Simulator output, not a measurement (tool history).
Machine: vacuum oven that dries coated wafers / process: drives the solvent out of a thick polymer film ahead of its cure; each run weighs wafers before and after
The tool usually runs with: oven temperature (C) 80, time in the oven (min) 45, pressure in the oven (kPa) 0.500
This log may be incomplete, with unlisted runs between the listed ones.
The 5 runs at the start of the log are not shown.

run    hour  oven temperature (C)  time in the oven (min)  pressure in the oven (kPa)  hours of work since the thermocouples were calibrated  hours of work since the vacuum gauge was cleaned of residue  solvent left in the film (%)
  6   269.3                    80                      45                       0.500                                                    459                                                         2129                          2.44
  7   305.7                    80                      45                       0.500                                                    481                                                         2151                          2.41
  8   389.3                    80                      45                       0.500                                                    530                                                         2200                          2.42
  9   433.9                    80                      45                       0.500                                                    557                                                         2227                          2.41
 10   470.1                    71                      45                       0.500                                                    578                                                         2248                          4.90
 11   552.6                    71                      45                       0.500                                                    627                                                         2297                          4.87
 12   603.4                    80                      45                       0.500                                                    658                                                         2328                          2.42
 13   649.9                    80                      45                       0.500                                                    685                                                         2355                          2.41
 14   685.1                    80                      45                       0.500                                                    706                                                         2376                          2.41
 15   770.5                    80                      45                       0.500                                                    757                                                         2427                          2.42
 16   816.5                    80                      45                       0.500                                                    784                                                         2454                          2.38
 17   865.6                    80                      45                       0.500                                                    813                                                         2483                          2.41
 18   927.0                    90                      45                       0.500                                                    850                                                         2520                          0.84
 19   978.2                    90                      45                       1.970                                                    880                                                         2550                          1.33
 20  1063.5                    90                      45                       1.970                                                    931                                                         2601                          1.33
 21  1143.3                    90                      45                       1.970                                                    979                                                         2649                          1.35
 22  1184.4                    90                      45                       1.970                                                   1003                                                         2673                          1.34
 23  1257.5                    90                      45                       1.970                                                   1047                                                         2717                          1.33
 24  1300.2                    84                      45                       0.326                                                   1072                                                         2742                          1.54
     1324.1  -- oven's thermocouples calibrated
     1325.6  -- vacuum gauge cleaned of residue and calibrated
 25  1345.9                    78                      33                       0.755                                                     12                                                           12                          4.33
 26  1411.1                    78                      33                       0.986                                                     51                                                           51                          4.40
 27  1461.3                    78                      33                       0.986                                                     81                                                           81                          4.40
 28  1518.6                    79                      32                       1.596                                                    115                                                          115                          4.55
 29  1589.7                    85                      45                       1.604                                                    157                                                          157                          1.70
 30  1644.9                    68                      43                       0.833                                                    190                                                          190                          6.05

Run 31 is up next; what results do you expect?
 31  1711.0                    95                      45                       0.500                                                    229                                                          229                             ?

{"run 31": {"solvent left in the film (%)": 0.34}}
Were there no unlogged condition in the tool, this run, its random variation unchanged, would have produced solvent left in the film (%) 0.34.

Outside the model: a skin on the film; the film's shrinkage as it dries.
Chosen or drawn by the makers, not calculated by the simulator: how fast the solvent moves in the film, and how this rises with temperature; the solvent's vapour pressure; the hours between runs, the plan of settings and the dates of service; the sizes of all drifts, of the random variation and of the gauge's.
